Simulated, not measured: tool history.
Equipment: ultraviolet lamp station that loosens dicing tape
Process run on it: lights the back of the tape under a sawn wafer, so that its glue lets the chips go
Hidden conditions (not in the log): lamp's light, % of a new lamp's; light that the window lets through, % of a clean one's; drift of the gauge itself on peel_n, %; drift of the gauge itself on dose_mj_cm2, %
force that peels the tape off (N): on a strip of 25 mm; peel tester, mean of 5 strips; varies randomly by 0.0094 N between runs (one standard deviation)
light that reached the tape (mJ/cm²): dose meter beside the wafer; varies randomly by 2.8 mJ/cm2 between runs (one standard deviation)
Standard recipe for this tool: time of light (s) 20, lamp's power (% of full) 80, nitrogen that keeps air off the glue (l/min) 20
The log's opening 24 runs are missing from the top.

run   hour  time of light (s)  lamp's power (% of full)  nitrogen that keeps air off the glue (l/min)  hours of work of the lamp  hours of work since the window was cleaned  force that peels the tape off (N)  light that reached the tape (mJ/cm²)
 25  149.3                 29                        84                                            36                        330                                         484                               0.14                                   599
 26  154.8                 24                        80                                            39                        334                                         488                              0.194                                   472
 27  160.8                 11                        80                                             7                        338                                         493                              1.596                                   216
 28  167.9                 20                        70                                            20                        343                                         498                              0.513                                   344
 29  176.5                 34                        61                                             9                        350                                         504                              0.419                                   508
 30  183.3                 18                        94                                             7                        355                                         509                              0.701                                   411
 31  188.1                 12                        68                                             7                        358                                         513                              1.721                                   198
 32  194.1                 12                        68                                             7                        362                                         517                              1.728                                   200
 33  200.8                 11                        72                                            30                        367                                         522                              1.041                                   193
 34  209.4                 20                        72                                            30                        374                                         528                              0.396                                   349
 35    216                 20                        72                                            30                        378                                         533                              0.374                                   350
 36  222.6                 20                        72                                            30                        383                                         538                              0.393                                   350
 37    229                 20                        72                                            30                        388                                         542                              0.376                                   350
 38  235.4                 39                        80                                            13                        393                                         547                              0.156                                   756
 39  241.9                 39                        80                                            13                        397                                         552                              0.151                                   756
 40  251.1                 39                        80                                            13                        404                                         559                              0.154                                   764
 41  255.5                 26                        80                                             6                        407                                         562                              0.534                                   507
 42  261.4                 12                        78                                            20                        412                                         566                              0.958                                   230
 43  265.7                 34                        67                                            15                        415                                         569                              0.256                                   554

Here are 4 independent what-if runs from the current tool condition. What would each one return?
  A   275                 34                        67                                            15                        422                                         576                                  ?                                     ?
  B   275                 19                        72                                            34                        422                                         576                                  ?                                     ?
  C   275                 20                        61                                            20                        422                                         576                                  ?                                     ?
  D   275                 20                        75                                            20                        422                                         576                                  ?                                     ?

run  force that peels the tape off (N)  light that reached the tape (mJ/cm²)
  A                              0.238                                   551
  B                              0.391                                   329
  C                              0.649                                   303
  D                              0.424                                   364
Take away the tool's hidden state, keep each run's random variation, and the runs would have read:
run  force that peels the tape off (N)  light that reached the tape (mJ/cm²)
  A                              0.237                                   552
  B                              0.389                                   330
  C                              0.647                                   304
  D                              0.422                                   365

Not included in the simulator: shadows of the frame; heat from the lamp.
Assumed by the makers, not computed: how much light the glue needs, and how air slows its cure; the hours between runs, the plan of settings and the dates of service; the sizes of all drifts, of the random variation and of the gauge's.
